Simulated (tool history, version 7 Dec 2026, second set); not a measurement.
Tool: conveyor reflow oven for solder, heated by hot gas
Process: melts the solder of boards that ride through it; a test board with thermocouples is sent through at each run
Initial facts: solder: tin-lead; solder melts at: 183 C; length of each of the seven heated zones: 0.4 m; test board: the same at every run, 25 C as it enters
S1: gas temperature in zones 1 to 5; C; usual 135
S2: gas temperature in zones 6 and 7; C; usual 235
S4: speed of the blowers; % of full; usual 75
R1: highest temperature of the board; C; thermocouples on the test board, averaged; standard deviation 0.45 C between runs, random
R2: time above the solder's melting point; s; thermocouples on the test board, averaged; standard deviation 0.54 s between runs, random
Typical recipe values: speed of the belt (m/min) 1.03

{"run": 1, "hour": 0.0, "S1": 135, "S2": 235, "speed of the belt (m/min)": 1.03, "S4": 75, "R1": 212.7, "R2": 31.5}
{"run": 2, "hour": 11.7, "S1": 135, "S2": 235, "speed of the belt (m/min)": 1.03, "S4": 75, "R1": 213.3, "R2": 32}
{"run": 3, "hour": 28.9, "S1": 138, "S2": 235, "speed of the belt (m/min)": 1.03, "S4": 75, "R1": 213.3, "R2": 32.1}
{"run": 4, "hour": 46.1, "S1": 135, "S2": 235, "speed of the belt (m/min)": 1.2, "S4": 75, "R1": 207, "R2": 23}
{"run": 5, "hour": 64.5, "S1": 135, "S2": 235, "speed of the belt (m/min)": 1.03, "S4": 75, "R1": 212.2, "R2": 31.8}
{"run": 6, "hour": 74.4, "S1": 132, "S2": 235, "speed of the belt (m/min)": 1.03, "S4": 75, "R1": 212.4, "R2": 30}
{"run": 7, "hour": 92.1, "S1": 132, "S2": 235, "speed of the belt (m/min)": 1.03, "S4": 75, "R1": 211.3, "R2": 30}
{"run": 8, "hour": 107.1, "S1": 132, "S2": 235, "speed of the belt (m/min)": 1.03, "S4": 75, "R1": 211.7, "R2": 31.7}
{"run": 9, "hour": 120.6, "S1": 132, "S2": 235, "speed of the belt (m/min)": 1.03, "S4": 75, "R1": 211.8, "R2": 30}
{"run": 10, "hour": 135.1, "S1": 123, "S2": 235, "speed of the belt (m/min)": 1.03, "S4": 75, "R1": 209.3, "R2": 26.7}
{"run": 11, "hour": 144.6, "S1": 135, "S2": 234, "speed of the belt (m/min)": 0.98, "S4": 75, "R1": 212.4, "R2": 33.6}
{"run": 12, "hour": 156.8, "S1": 131, "S2": 229, "speed of the belt (m/min)": 1.14, "S4": 76, "R1": 202.8, "R2": 21.3}
{"run": 13, "hour": 171.7, "S1": 131, "S2": 229, "speed of the belt (m/min)": 1.14, "S4": 76, "R1": 201.9, "R2": 19.9}
{"run": 14, "hour": 181.0, "S1": 122, "S2": 229, "speed of the belt (m/min)": 1.14, "S4": 76, "R1": 200.3, "R2": 18.4}
{"run": 15, "hour": 202.3, "S1": 132, "S2": 235, "speed of the belt (m/min)": 0.85, "S4": 75, "R1": 217.5, "R2": 41.8}
{"run": 16, "hour": 213.7, "S1": 132, "S2": 235, "speed of the belt (m/min)": 1.19, "S4": 75, "R1": 205.1, "R2": 21.5}
{"run": 17, "hour": 234.1, "S1": 129, "S2": 244, "speed of the belt (m/min)": 1.19, "S4": 75, "R1": 211.1, "R2": 24.2}
{"run": 18, "hour": 249.8, "S1": 136, "S2": 235, "speed of the belt (m/min)": 1.03, "S4": 75, "R1": 211.1, "R2": 31}
{"run": 19, "hour": 272.2, "S1": 143, "S2": 234, "speed of the belt (m/min)": 0.88, "S4": 75, "R1": 217.2, "R2": 41.6}
{"run": 20, "hour": 281.5, "S1": 138, "S2": 230, "speed of the belt (m/min)": 1.08, "S4": 85, "R1": 207.4, "R2": 27.5}

Taken out of this log: 1 entry between the listed runs. Where each belongs, and how the hidden state differs across it:
Run 18 -> run 19: belt drive overhauled, speed set with a stopwatch (hour 262.5)
  heat that the gas passes to the board, % of a clean oven's: 86.1 -> 85.8; belt's true speed, % of the reading: 98.69 -> 100.04; true gas temperature in zones 6 and 7 over the reading, C: -0.82 -> -0.84
  difference, measured minus the result without the unlogged condition, R1: -5 -> -4.6 C; R2: -2.8 -> -3 s

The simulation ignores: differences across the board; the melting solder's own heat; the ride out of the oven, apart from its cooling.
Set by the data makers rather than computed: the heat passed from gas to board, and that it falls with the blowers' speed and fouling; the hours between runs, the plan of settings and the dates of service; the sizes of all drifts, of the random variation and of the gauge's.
